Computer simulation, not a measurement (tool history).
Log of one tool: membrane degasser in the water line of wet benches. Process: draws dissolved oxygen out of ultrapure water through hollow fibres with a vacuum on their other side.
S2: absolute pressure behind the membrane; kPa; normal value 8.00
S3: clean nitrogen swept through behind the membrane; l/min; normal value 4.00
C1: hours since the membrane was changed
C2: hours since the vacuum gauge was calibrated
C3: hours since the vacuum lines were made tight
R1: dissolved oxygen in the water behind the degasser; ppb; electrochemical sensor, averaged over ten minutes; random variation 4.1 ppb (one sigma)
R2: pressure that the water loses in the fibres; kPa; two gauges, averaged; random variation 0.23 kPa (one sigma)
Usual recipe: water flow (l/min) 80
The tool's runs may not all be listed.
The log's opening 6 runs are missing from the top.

run 7 hour=312.4 | water_flow_(l/min)=80 S2=8.00 S3=4.00 | C1=721 C2=6524 C3=2089 | R1=444.5 R2=58.41
run 8 hour=367.2 | water_flow_(l/min)=80 S2=8.00 S3=4.00 | C1=776 C2=6579 C3=2144 | R1=445.5 R2=58.65
run 9 hour=425.3 | water_flow_(l/min)=80 S2=8.00 S3=4.00 | C1=834 C2=6637 C3=2202 | R1=451.7 R2=58.91
run 10 hour=480.3 | water_flow_(l/min)=80 S2=8.00 S3=4.00 | C1=889 C2=6692 C3=2257 | R1=447.4 R2=58.66
run 11 hour=516.1 | water_flow_(l/min)=80 S2=8.00 S3=4.00 | C1=925 C2=6728 C3=2293 | R1=447.0 R2=58.93
run 12 hour=561.2 | water_flow_(l/min)=80 S2=8.00 S3=4.00 | C1=970 C2=6773 C3=2338 | R1=442.1 R2=59.01
run 13 hour=589.3 | water_flow_(l/min)=80 S2=8.00 S3=4.00 | C1=998 C2=6801 C3=2366 | R1=448.5 R2=58.99
run 14 hour=633.8 | water_flow_(l/min)=51 S2=8.00 S3=4.00 | C1=1043 C2=6846 C3=2411 | R1=200.9 R2=37.62
-- hour=638.3 vacuum gauge calibrated
run 15 hour=685.3 | water_flow_(l/min)=51 S2=8.00 S3=4.00 | C1=1094 C2=47 C3=2462 | R1=203.7 R2=37.66
run 16 hour=714.2 | water_flow_(l/min)=51 S2=8.00 S3=4.00 | C1=1123 C2=76 C3=2490 | R1=212.6 R2=37.53
run 17 hour=756.2 | water_flow_(l/min)=51 S2=8.00 S3=4.00 | C1=1165 C2=118 C3=2532 | R1=205.7 R2=37.56
run 18 hour=788.2 | water_flow_(l/min)=55 S2=5.49 S3=4.00 | C1=1197 C2=150 C3=2564 | R1=163.2 R2=40.48
-- hour=802.0 vacuum gauge calibrated, once more
run 19 hour=816.0 | water_flow_(l/min)=83 S2=8.07 S3=4.43 | C1=1224 C2=14 C3=2592 | R1=433.5 R2=60.89
run 20 hour=855.0 | water_flow_(l/min)=59 S2=14.91 S3=2.24 | C1=1263 C2=53 C3=2631 | R1=685.5 R2=43.54
run 21 hour=890.2 | water_flow_(l/min)=59 S2=14.91 S3=2.24 | C1=1298 C2=88 C3=2666 | R1=701.1 R2=43.43
run 22 hour=937.3 | water_flow_(l/min)=126 S2=5.79 S3=6.66 | C1=1345 C2=135 C3=2713 | R1=766.9 R2=93.38
run 23 hour=993.0 | water_flow_(l/min)=82 S2=8.00 S3=2.84 | C1=1401 C2=191 C3=2769 | R1=514.8 R2=60.40
run 24 hour=1029.4 | water_flow_(l/min)=82 S2=8.00 S3=2.84 | C1=1437 C2=227 C3=2805 | R1=509.8 R2=60.51
run 25 hour=1074.5 | water_flow_(l/min)=123 S2=16.50 S3=4.71 | C1=1482 C2=272 C3=2850 | R1=1232.8 R2=90.87
run 26 hour=1100.1 | water_flow_(l/min)=69 S2=8.00 S3=3.03 | C1=1508 C2=298 C3=2876 | R1=367.7 R2=50.58
run 27 hour=1141.4 | water_flow_(l/min)=69 S2=8.00 S3=3.03 | C1=1549 C2=339 C3=2917 | R1=366.5 R2=51.13
run 28 hour=1191.8 | water_flow_(l/min)=87 S2=16.54 S3=4.10 | C1=1600 C2=390 C3=2968 | R1=840.2 R2=64.47
run 29 hour=1242.7 | water_flow_(l/min)=122 S2=9.59 S3=2.21 | C1=1651 C2=441 C3=3018 | R1=1189.4 R2=89.91
run 30 hour=1292.2 | water_flow_(l/min)=80 S2=14.13 S3=4.00 | C1=1700 C2=490 C3=3068 | R1=677.7 R2=59.35
run 31 hour=1337.3 | water_flow_(l/min)=80 S2=14.13 S3=4.00 | C1=1745 C2=535 C3=3113 | R1=671.1 R2=58.84

Here are 3 independent what-if runs from the current tool condition. What would each one return?
run A hour=1389.2 | water_flow_(l/min)=84 S2=6.05 S3=9.13 | C1=1797 C2=587 C3=3165 | R1=? R2=?
run B hour=1389.2 | water_flow_(l/min)=123 S2=8.47 S3=3.71 | C1=1797 C2=587 C3=3165 | R1=? R2=?
run C hour=1389.2 | water_flow_(l/min)=80 S2=5.89 S3=1.91 | C1=1797 C2=587 C3=3165 | R1=? R2=?

run=A R1=325.8 R2=61.87
run=B R1=950.2 R2=90.56
run=C R1=439.3 R2=59.20
What these runs would have given with no unlogged condition in the tool:
run=A R1=309.2 R2=60.77
run=B R1=921.4 R2=88.96
run=C R1=423.4 R2=58.15
